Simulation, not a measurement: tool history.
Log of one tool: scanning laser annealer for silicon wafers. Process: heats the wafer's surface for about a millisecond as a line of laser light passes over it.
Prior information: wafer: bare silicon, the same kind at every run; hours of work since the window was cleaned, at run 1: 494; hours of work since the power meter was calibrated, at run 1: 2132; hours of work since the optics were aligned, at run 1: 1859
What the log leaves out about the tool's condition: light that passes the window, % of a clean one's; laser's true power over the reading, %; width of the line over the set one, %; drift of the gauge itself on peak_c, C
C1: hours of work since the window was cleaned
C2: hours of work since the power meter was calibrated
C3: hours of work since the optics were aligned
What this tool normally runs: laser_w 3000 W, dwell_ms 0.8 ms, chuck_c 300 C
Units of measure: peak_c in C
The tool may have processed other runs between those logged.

Run 1, hour 0: usual settings; C1 494; C2 2132; C3 1859. Result: peak_c 1123 C.
At hour 58.8: optics aligned, line set to its width.
Run 2, hour 67.5: usual settings; C1 530; C2 2168; C3 5. Result: peak_c 1129 C.
Run 3, hour 137.1: usual settings but dwell_ms 0.58 ms; C1 569; C2 2207; C3 45. Result: peak_c 991 C.
Run 4, hour 211.6: usual settings but laser_w 2784 W; C1 612; C2 2250; C3 88. Result: peak_c 1060 C.
Run 5, hour 289.9: usual settings but laser_w 2784 W; C1 657; C2 2295; C3 132. Result: peak_c 1058 C.
At hour 342.4: window over the wafer cleaned.
Run 6, hour 390.1: usual settings; C1 27; C2 2351; C3 189. Result: peak_c 1129 C.
Run 7, hour 474.5: usual settings; C1 76; C2 2400; C3 237. Result: peak_c 1123 C.
Run 8, hour 524.2: usual settings but chuck_c 326 C; C1 104; C2 2428; C3 266. Result: peak_c 1155 C.
Run 9, hour 571.3: usual settings but chuck_c 302 C; C1 131; C2 2455; C3 293. Result: peak_c 1130 C.
Run 10, hour 661.9: usual settings; C1 183; C2 2507; C3 344. Result: peak_c 1127 C.
Run 11, hour 757.1: usual settings but dwell_ms 0.703 ms; C1 238; C2 2562; C3 399. Result: peak_c 1072 C.
Run 12, hour 821.6: usual settings but dwell_ms 0.968 ms; C1 275; C2 2599; C3 436. Result: peak_c 1215 C.
Run 13, hour 900.2: usual settings but dwell_ms 0.968 ms; C1 320; C2 2644; C3 481. Result: peak_c 1220 C.
Run 14, hour 956.8: usual settings; C1 352; C2 2676; C3 513. Result: peak_c 1128 C.
Run 15, hour 1054.4: usual settings; C1 408; C2 2732; C3 569. Result: peak_c 1133 C.
Run 16, hour 1128: usual settings; C1 450; C2 2774; C3 612. Result: peak_c 1128 C.
Run 17, hour 1182.2: usual settings; C1 481; C2 2805; C3 643. Result: peak_c 1128 C.
Run 18, hour 1242.2: usual settings; C1 516; C2 2840; C3 677. Result: peak_c 1128 C.
Run 19, hour 1338: usual settings; C1 571; C2 2895; C3 732. Result: peak_c 1126 C.
Run 20, hour 1399.4: usual settings; C1 606; C2 2930; C3 767. Result: peak_c 1126 C.
Run 21, hour 1444.6: usual settings; C1 632; C2 2956; C3 793. Result: peak_c 1129 C.
Run 22, hour 1520.7: usual settings but laser_w 3293 W, dwell_ms 0.845 ms, chuck_c 323 C; C1 675; C2 2999; C3 837. Result: peak_c 1270 C.
At hour 1546.2: window over the wafer cleaned.
Run 23, hour 1601.5: usual settings but laser_w 3293 W, dwell_ms 0.845 ms, chuck_c 323 C; C1 32; C2 3044; C3 882. Result: peak_c 1270 C.
Run 24, hour 1698.3: usual settings but laser_w 3293 W, dwell_ms 0.845 ms, chuck_c 308 C; C1 87; C2 3100; C3 937. Result: peak_c 1254 C.
Run 25, hour 1781.5: usual settings but laser_w 2568 W, dwell_ms 0.65 ms, chuck_c 267 C; C1 135; C2 3148; C3 985. Result: peak_c 886 C.
Run 26, hour 1851.9: usual settings but laser_w 2568 W, dwell_ms 0.65 ms, chuck_c 313 C; C1 175; C2 3188; C3 1025. Result: peak_c 934 C.
Run 27, hour 1921.7: usual settings but chuck_c 319 C; C1 215; C2 3228; C3 1065. Result: peak_c 1147 C.
Run 28, hour 1993.2: usual settings but chuck_c 319 C; C1 256; C2 3269; C3 1106. Result: peak_c 1145 C.
Run 29, hour 2057.5: usual settings but chuck_c 319 C; C1 293; C2 3306; C3 1143. Result: peak_c 1149 C.

Run 30, settings as shown, results not yet in. Your forecast:
Run 30, hour 2154.1: usual settings but chuck_c 319 C; C1 348; C2 3361; C3 1198. Result: peak_c ?.

{"run 30": {"peak_c": 1146}}
Were there no unlogged condition in the tool, this run, its random variation unchanged, would have produced peak_c 1147 C.

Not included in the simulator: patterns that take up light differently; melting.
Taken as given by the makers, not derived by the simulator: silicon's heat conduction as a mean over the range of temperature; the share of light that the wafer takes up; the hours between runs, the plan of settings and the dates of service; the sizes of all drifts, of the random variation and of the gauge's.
